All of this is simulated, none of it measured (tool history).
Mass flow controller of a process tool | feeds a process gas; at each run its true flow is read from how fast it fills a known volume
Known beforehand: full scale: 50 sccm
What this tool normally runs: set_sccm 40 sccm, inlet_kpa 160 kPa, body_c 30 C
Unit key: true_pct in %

run	day	set_sccm	inlet_kpa	body_c	true_pct
1	0.000	40	160	30	96.38
2	8.638	21	160	30	95.46
3	18.796	40	160	21	95.65
4	31.579	40	160	21	95.28
5	44.996	27	160	30	95.39
6	60.754	27	160	30	95.19
7	75.946	27	160	30	99.68
8	88.425	36	160	30	99.76
9	96.358	36	160	30	99.80
10	108.504	36	160	30	99.52
11	117.083	36	160	30	99.62
12	127.629	36	160	30	99.40
13	143.704	36	160	30	99.22
14	150.488	36	160	30	98.87
15	160.625	36	160	30	98.80
16	169.854	40	160	30	98.83
17	185.996	40	160	30	99.28
18	201.388	40	160	30	98.92
19	210.746	40	160	30	98.97
20	221.012	40	160	30	98.80
21	235.792	40	160	30	98.73
22	248.938	40	160	30	98.69
23	261.754	40	160	32	98.66
24	272.133	40	160	32	98.59
25	280.854	40	160	38	98.98
26	293.008	7	175	31	95.44
27	304.408	8	160	30	95.31
28	317.300	8	160	30	95.10
29	325.700	40	253	38	98.92
30	341.933	16	206	34	96.84
31	351.317	12	206	33	95.88
32	365.442	12	206	33	95.78
33	373.088	12	206	33	95.51
34	388.592	41	146	33	97.26
35	401.192	41	146	33	97.11
36	414.162	41	146	33	97.07
37	428.733	43	140	36	97.13
38	441.454	11	148	27	93.03
39	454.438	6	167	30	89.48
40	467.350	9	161	29	91.72
41	483.454	46	235	30	96.76
42	490.158	19	148	30	94.26
43	502.262	6	148	30	87.81
44	513.192	6	205	33	88.05
45	526.867	28	166	40	97.46
46	535.112	28	228	40	97.94
47	548.812	17	272	34	96.94
48	564.567	9	208	22	94.69

Not shown: 4 entries that the log had between the listed runs. Between which runs, and how does the tool's hidden state differ before and after?
Between runs 6 and 7: controller exchanged for a calibrated one (day 75.512)
  flow at rest that the sensor doesn't see, % of full scale: -0.734 -> -0.041; true flow over the shown one, %: -3.34 -> -0.05
  difference, measured minus the result without the unlogged condition, true_pct: -4.70 -> -0.12 %
Between runs 13 and 14: controller's zero set anew (day 145.142)
  flow at rest that the sensor doesn't see, % of full scale: -0.27 -> -0.44; true flow over the shown one, %: -0.48 -> -0.53
  difference, measured minus the result without the unlogged condition, true_pct: -0.86 -> -1.14 %
Between runs 16 and 17: controller's zero set anew, once more (day 176.254)
  flow at rest that the sensor doesn't see, % of full scale: -0.506 -> -0.044; true flow over the shown one, %: -0.66 -> -0.76
  difference, measured minus the result without the unlogged condition, true_pct: -1.29 -> -0.82 %
Between runs 44 and 45: controller's zero set anew (day 515.171)
  flow at rest that the sensor doesn't see, % of full scale: -1.102 -> -0.106; true flow over the shown one, %: -2.87 -> -2.96
  difference, measured minus the result without the unlogged condition, true_pct: -12.06 -> -3.15 %
